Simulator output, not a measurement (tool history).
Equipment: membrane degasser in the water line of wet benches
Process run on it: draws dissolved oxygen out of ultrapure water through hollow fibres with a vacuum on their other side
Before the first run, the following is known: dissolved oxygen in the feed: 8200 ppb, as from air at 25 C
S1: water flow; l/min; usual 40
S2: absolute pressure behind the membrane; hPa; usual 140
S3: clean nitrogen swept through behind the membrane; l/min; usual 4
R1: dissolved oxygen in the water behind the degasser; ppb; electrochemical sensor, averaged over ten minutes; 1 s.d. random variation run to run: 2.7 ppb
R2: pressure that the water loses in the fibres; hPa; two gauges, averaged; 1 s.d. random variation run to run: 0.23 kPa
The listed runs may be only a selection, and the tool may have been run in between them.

run 1 hour=0 | S1=40 S2=140 S3=4 | R1=278.9 R2=612.5
run 2 hour=167.4 | S1=27 S2=140 S3=4 | R1=181.7 R2=412.9
run 3 hour=324.4 | S1=27 S2=140 S3=4 | R1=181.3 R2=419.1
run 4 hour=521.4 | S1=27 S2=140 S3=4 | R1=185.7 R2=415
run 5 hour=698.8 | S1=40 S2=140 S3=4 | R1=279.4 R2=614.4
run 6 hour=913.7 | S1=40 S2=140 S3=4 | R1=277.8 R2=616.2
run 7 hour=1104.7 | S1=40 S2=140 S3=4 | R1=277.8 R2=619
run 8 hour=1200.4 | S1=40 S2=140 S3=4 | R1=277.2 R2=618.7
run 9 hour=1288.2 | S1=40 S2=140 S3=4 | R1=275.7 R2=615.3
run 10 hour=1412.7 | S1=40 S2=140 S3=4 | R1=277.8 R2=618.7
run 11 hour=1541.8 | S1=55 S2=140 S3=4 | R1=393.7 R2=847.8
run 12 hour=1691.4 | S1=55 S2=140 S3=4 | R1=392 R2=852.3
run 13 hour=1842.3 | S1=55 S2=140 S3=4 | R1=392.6 R2=847.8
-- hour=1975.4 seals of the vacuum lines changed
run 14 hour=2020.7 | S1=55 S2=140 S3=4 | R1=393.1 R2=852.6
run 15 hour=2117.7 | S1=40 S2=140 S3=4 | R1=279 R2=619.7
run 16 hour=2248.2 | S1=36 S2=140 S3=4 | R1=251.4 R2=558.2
run 17 hour=2356.4 | S1=46 S2=331 S3=8.25 | R1=432.2 R2=714.6
run 18 hour=2499.7 | S1=46 S2=331 S3=8.25 | R1=416.5 R2=716.3
run 19 hour=2634 | S1=40 S2=140 S3=4.23 | R1=265.1 R2=618.6
run 20 hour=2784 | S1=35 S2=266 S3=4.41 | R1=440.8 R2=543.1
run 21 hour=2916.8 | S1=35 S2=266 S3=4.41 | R1=440.9 R2=544.9
run 22 hour=3020.2 | S1=35 S2=266 S3=4.41 | R1=445.2 R2=542.7
run 23 hour=3113.8 | S1=31 S2=125 S3=7.94 | R1=104 R2=487.2
run 24 hour=3282 | S1=40 S2=99 S3=4.8 | R1=162.7 R2=622.9
run 25 hour=3419.2 | S1=40 S2=99 S3=4.8 | R1=163.4 R2=623.4
run 26 hour=3574.8 | S1=63 S2=140 S3=1.67 | R1=843.3 R2=984.5
run 27 hour=3776.8 | S1=45 S2=270 S3=9.27 | R1=313.6 R2=704.8
run 28 hour=3915.6 | S1=35 S2=124 S3=6.06 | R1=149.6 R2=547
run 29 hour=4005.5 | S1=35 S2=124 S3=6.06 | R1=148.6 R2=546.6
run 30 hour=4175.9 | S1=43 S2=131 S3=6.06 | R1=206.1 R2=674.7
run 31 hour=4330.8 | S1=40 S2=111 S3=3.85 | R1=224.1 R2=626.8
run 32 hour=4516.2 | S1=29 S2=257 S3=4 | R1=392.4 R2=452.5

3 ways to go on from here, each from the tool as it stands after run 32. What would each give?
run A hour=4619.3 | S1=29 S2=117 S3=4 | R1=? R2=?
run B hour=4619.3 | S1=37 S2=257 S3=2.52 | R1=? R2=?
run C hour=4619.3 | S1=29 S2=220 S3=3.85 | R1=? R2=?

run=A R1=162.8 R2=457.8
run=B R1=733.9 R2=582.9
run=C R1=345 R2=453.7
With no hidden state in the tool, these same runs would have given:
run=A R1=153.9 R2=432.4
run=B R1=718.7 R2=550.5
run=C R1=335.8 R2=428.5
